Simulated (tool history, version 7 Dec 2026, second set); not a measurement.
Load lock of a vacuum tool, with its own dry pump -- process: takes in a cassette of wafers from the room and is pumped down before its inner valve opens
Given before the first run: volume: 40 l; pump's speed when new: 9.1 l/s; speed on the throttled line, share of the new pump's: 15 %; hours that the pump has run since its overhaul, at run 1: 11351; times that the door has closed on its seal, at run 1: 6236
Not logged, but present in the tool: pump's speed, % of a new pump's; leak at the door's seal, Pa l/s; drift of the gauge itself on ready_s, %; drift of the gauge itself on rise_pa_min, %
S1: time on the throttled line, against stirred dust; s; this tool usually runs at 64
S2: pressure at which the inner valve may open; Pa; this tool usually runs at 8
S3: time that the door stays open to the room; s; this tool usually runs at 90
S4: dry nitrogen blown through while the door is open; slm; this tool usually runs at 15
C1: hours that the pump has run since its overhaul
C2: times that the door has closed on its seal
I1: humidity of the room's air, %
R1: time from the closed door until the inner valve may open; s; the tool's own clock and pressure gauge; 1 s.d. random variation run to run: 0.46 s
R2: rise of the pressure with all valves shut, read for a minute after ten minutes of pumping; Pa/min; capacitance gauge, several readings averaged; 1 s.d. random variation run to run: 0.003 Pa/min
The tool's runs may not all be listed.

| run | hour | S1 | S2 | S3 | S4 | C1 | C2 | I1 | R1 | R2 |
|---|---|---|---|---|---|---|---|---|---|---|
| 1 | 0.0 | 64 | 8 | 90 | 15 | 11351 | 6236 | 41.2 | 100.1 | 0.053 |
| 2 | 174.7 | 64 | 8 | 90 | 15 | 11526 | 6510 | 45.8 | 101.1 | 0.056 |
| 3 | 342.0 | 64 | 8 | 90 | 15 | 11693 | 6772 | 46.0 | 100.8 | 0.050 |
| 4 | 608.5 | 60 | 8 | 90 | 15 | 11960 | 7189 | 43.8 | 97.4 | 0.061 |
| 5 | 785.9 | 60 | 8 | 90 | 15 | 12137 | 7466 | 46.0 | 97.3 | 0.056 |
| 6 | 1005.7 | 39 | 8 | 90 | 15 | 12357 | 7810 | 47.0 | 80.2 | 0.063 |
| 7 | 1236.9 | 39 | 8 | 90 | 15 | 12588 | 8172 | 45.0 | 79.9 | 0.068 |
| 8 | 1429.5 | 107 | 8 | 90 | 15 | 12781 | 8474 | 43.9 | 137.2 | 0.070 |
| 9 | 1698.6 | 107 | 8 | 90 | 15 | 13050 | 8895 | 49.2 | 136.6 | 0.068 |
| 10 | 2002.5 | 107 | 8 | 90 | 15 | 13354 | 9370 | 41.6 | 137.0 | 0.067 |
| 11 | 2320.0 | 64 | 8 | 90 | 15 | 13671 | 9867 | 42.5 | 101.0 | 0.068 |
| 12 | 2665.0 | 64 | 8 | 90 | 6 | 14016 | 10407 | 46.4 | 101.3 | 0.082 |
| 13 | 2910.0 | 64 | 8 | 90 | 6 | 14261 | 10791 | 46.9 | 101.4 | 0.086 |
| 14 | 3096.4 | 64 | 8 | 90 | 6 | 14448 | 11083 | 44.8 | 101.9 | 0.079 |
| 15 | 3406.0 | 64 | 8 | 90 | 6 | 14758 | 11567 | 47.0 | 100.6 | 0.091 |
| 16 | 3683.4 | 64 | 7 | 90 | 15 | 15035 | 12001 | 44.4 | 102.1 | 0.079 |
| 17 | 3837.7 | 64 | 15 | 90 | 15 | 15189 | 12243 | 45.7 | 98.9 | 0.087 |
| 18 | 4168.6 | 64 | 8 | 90 | 15 | 15520 | 12761 | 43.6 | 101.4 | 0.089 |
| 19 | 4362.9 | 78 | 8 | 83 | 15 | 15714 | 13065 | 44.6 | 113.7 | 0.084 |
| 20 | 4552.4 | 64 | 7 | 88 | 10 | 15904 | 13362 | 45.2 | 102.7 | 0.090 |
| 21 | 4776.7 | 64 | 9 | 65 | 10 | 16128 | 13713 | 44.5 | 102.1 | 0.094 |
| 22 | 5025.1 | 52 | 9 | 150 | 9 | 16377 | 14102 | 49.1 | 92.0 | 0.116 |
| 23 | 5178.8 | 59 | 9 | 53 | 16 | 16530 | 14342 | 47.3 | 98.0 | 0.095 |
| 24 | 5453.1 | 59 | 9 | 53 | 16 | 16805 | 14771 | 44.6 | 97.7 | 0.090 |
| 25 | 5650.5 | 64 | 8 | 55 | 6 | 17002 | 15080 | 45.0 | 103.0 | 0.102 |
| 26 | 5930.3 | 64 | 8 | 55 | 6 | 17282 | 15518 | 44.0 | 102.4 | 0.110 |
| 27 | 6265.4 | 42 | 15 | 43 | 5 | 17617 | 16043 | 48.9 | 81.0 | 0.109 |
| 28 | 6451.6 | 64 | 7 | 90 | 22 | 17803 | 16334 | 46.2 | 104.0 | 0.103 |

Estimate the outcome of run 29 from the log above:
| 29 | 6670.3 | 64 | 7 | 90 | 22 | 18022 | 16677 | 43.6 | ? | ? |

{"run 29": {"R1": 102.7, "R2": 0.105}}
Had the tool carried no hidden state, the very same run would have given R1 96.5 s, R2 0.024 Pa/min.

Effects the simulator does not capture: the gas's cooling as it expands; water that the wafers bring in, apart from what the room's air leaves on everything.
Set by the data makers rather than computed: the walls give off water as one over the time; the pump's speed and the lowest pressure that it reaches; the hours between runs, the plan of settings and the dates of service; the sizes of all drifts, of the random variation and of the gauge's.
